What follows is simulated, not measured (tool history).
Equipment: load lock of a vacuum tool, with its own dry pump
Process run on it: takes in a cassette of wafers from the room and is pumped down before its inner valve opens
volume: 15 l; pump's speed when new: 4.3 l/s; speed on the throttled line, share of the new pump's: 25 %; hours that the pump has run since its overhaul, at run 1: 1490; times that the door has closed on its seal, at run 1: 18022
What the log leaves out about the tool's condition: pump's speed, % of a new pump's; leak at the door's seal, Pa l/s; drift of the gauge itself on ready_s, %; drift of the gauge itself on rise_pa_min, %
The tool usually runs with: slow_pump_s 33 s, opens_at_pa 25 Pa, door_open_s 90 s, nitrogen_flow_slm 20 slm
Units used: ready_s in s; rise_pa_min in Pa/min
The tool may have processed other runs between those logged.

run    hour  slow_pump_s  opens_at_pa  door_open_s  nitrogen_flow_slm  hours that the pump has run since its overhaul  times that the door has closed on its seal  incoming humidity of the room's air, %  ready_s  rise_pa_min
  1       0           33           25           90                 20                                            1490                                       18022                                    48.2     54.1        0.148
  2   103.5           33           25           90                 20                                            1594                                       18507                                    46.2     54.4         0.15
  3   206.2           33           25           90                 16                                            1697                                       18987                                    44.5     54.4         0.16
  4     334           33           25           90                 16                                            1824                                       19585                                    43.4     54.4        0.169
  5   462.3           33           25           90                 16                                            1953                                       20185                                    46.1     55.2        0.171
  6   596.4           33           25           90                 16                                            2087                                       20813                                    43.5     54.5        0.171
  7   728.9           33           25           90                 16                                            2219                                       21432                                    43.7       54        0.176
  8   861.8           33           25           90                 16                                            2352                                       22054                                    43.5     54.7        0.179
  9   927.2           33           37           90                 20                                            2417                                       22360                                    47.5     53.1        0.177
 10   996.9           39           37           90                 20                                            2487                                       22686                                    46.4     57.3        0.184
 11    1096           39           37           90                 20                                            2586                                       23150                                      45     57.5        0.186
 12  1225.3           39           37           90                 20                                            2716                                       23755                                    45.2       58        0.183
 13  1296.3           47           37           90                 20                                            2787                                       24086                                    45.7     63.3        0.192
 14    1398           47           43           65                  5                                            2888                                       24563                                    43.5     62.9        0.203
 15  1496.5           47           43           93                  5                                            2987                                       25023                                    42.8     62.7        0.219
 16    1565           47           43           93                  5                                            3055                                       25344                                    43.7     63.1        0.237
 17  1678.3           33           24          204                 20                                            3169                                       25874                                    44.1     54.7         0.23
 18  1791.7           33           24          204                 20                                            3282                                       26404                                    41.7     53.8        0.227
 19    1855           33           25          186                  4                                            3345                                       26700                                    45.8     54.7        0.273
 20  1926.6           33           25          186                  4                                            3417                                       27035                                    43.5     54.3        0.274
 21  1992.9           33           37          186                  4                                            3483                                       27346                                    44.2     52.7        0.271
 22  2059.2           29           25          231                  4                                            3550                                       27656                                    46.3     51.7        0.292
 23  2151.5           46           25          172                 20                                            3642                                       28087                                    48.7     64.3        0.248
 24  2252.7           33           24           90                 10                                            3743                                       28561                                    46.2     54.6        0.242
 25  2388.4           33           24           60                 10                                            3879                                       29196                                    47.3     54.5        0.242

Predict each of these 5 candidate next runs independently; none follows another, all start after run 25:
  A  2453.8           20           25           52                 20                                            3944                                       29502                                      45        ?            ?
  B  2453.8           33           19           90                  8                                            3944                                       29502                                    45.1        ?            ?
  C  2453.8           63           24           60                 10                                            3944                                       29502                                    42.9        ?            ?
  D  2453.8           33           39           60                 10                                            3944                                       29502                                    43.9        ?            ?
  E  2453.8           33           19           90                 20                                            3944                                       29502                                    43.1        ?            ?

run  ready_s  rise_pa_min
  A     44.7        0.225
  B     55.7        0.253
  C     76.8        0.238
  D     53.2        0.246
  E       56        0.231
The same runs, with their run-to-run variation unchanged, on a tool lacking any hidden condition would have given:
run  ready_s  rise_pa_min
  A       44        0.058
  B       55        0.086
  C     76.3        0.072
  D     52.5        0.079
  E     55.3        0.065

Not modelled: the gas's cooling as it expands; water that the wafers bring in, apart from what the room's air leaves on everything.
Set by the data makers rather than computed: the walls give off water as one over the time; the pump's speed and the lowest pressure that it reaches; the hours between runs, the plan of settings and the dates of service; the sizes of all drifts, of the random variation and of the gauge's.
